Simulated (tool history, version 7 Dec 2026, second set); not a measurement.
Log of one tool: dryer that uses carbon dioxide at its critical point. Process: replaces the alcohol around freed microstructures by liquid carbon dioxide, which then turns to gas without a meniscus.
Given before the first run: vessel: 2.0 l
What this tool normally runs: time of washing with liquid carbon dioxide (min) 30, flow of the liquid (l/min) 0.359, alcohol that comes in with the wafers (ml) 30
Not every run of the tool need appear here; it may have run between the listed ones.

run	day	time of washing with liquid carbon dioxide (min)	flow of the liquid (l/min)	alcohol that comes in with the wafers (ml)	alcohol left in the vessel before it's heated (ppm by volume)
1	0.000	30	0.359	30	381
2	2.779	30	0.359	30	410
3	4.438	30	0.359	34	469
4	5.671	30	0.359	30	433
5	7.404	28	0.359	30	567
6	10.242	30	0.365	30	452
7	11.546	30	0.224	30	1591
8	14.142	30	0.224	30	1685
9	16.046	30	0.224	30	1756
10	17.225	30	0.224	30	1765
11	19.929	30	0.224	30	1825
12	22.400	30	0.224	30	1890
# day 23.688: inlet filter changed
13	25.029	30	0.224	30	1444
14	27.296	30	0.224	30	1474
15	29.292	30	0.224	30	1528
16	30.525	30	0.224	30	1516
17	33.217	30	0.224	30	1569
18	34.942	30	0.235	30	1437
19	36.092	30	0.235	30	1499
20	38.175	30	0.443	30	335
21	39.925	30	0.443	30	339
22	41.183	30	0.359	30	602
23	42.725	30	0.359	30	598
24	44.750	30	0.359	30	626
25	47.167	45	0.238	110	1991
26	48.467	30	0.283	116	4175
# day 49.629: inlet filter changed
27	50.846	43	0.283	116	917
28	52.871	43	0.283	116	940
29	55.058	30	0.359	34	577
# day 55.629: purifier's bed changed
30	56.921	30	0.359	34	414
31	59.483	40	0.238	34	627
32	60.733	24	0.378	73	1692
33	63.492	33	0.420	73	389
34	65.804	33	0.420	73	407
35	67.375	29	0.283	60	2036
36	68.908	30	0.245	30	1378
37	71.133	34	0.228	81	3262
38	73.804	34	0.228	81	3441
# day 75.750: inlet filter changed
39	75.871	18	0.463	87	2221
40	78.442	30	0.359	103	1139
41	80.333	30	0.359	103	1207
42	82.412	30	0.359	103	1246
43	84.058	37	0.557	80	100
44	86.396	30	0.394	46	487
45	88.608	19	0.315	30	2090
46	89.850	46	0.481	56	97
47	92.129	30	0.278	30	1026

What if the next run were any one of these 4? Each begins from the tool's condition after run 47:
A	94.367	19	0.359	90	?
B	94.367	30	0.248	30	?
C	94.367	21	0.278	30	?
D	94.367	48	0.311	30	?

run	alcohol left in the vessel before it's heated (ppm by volume)
A	5055
B	1351
C	2300
D	206
With no hidden state in the tool, these same runs would have given:
run	alcohol left in the vessel before it's heated (ppm by volume)
A	3905
B	968
C	1798
D	68
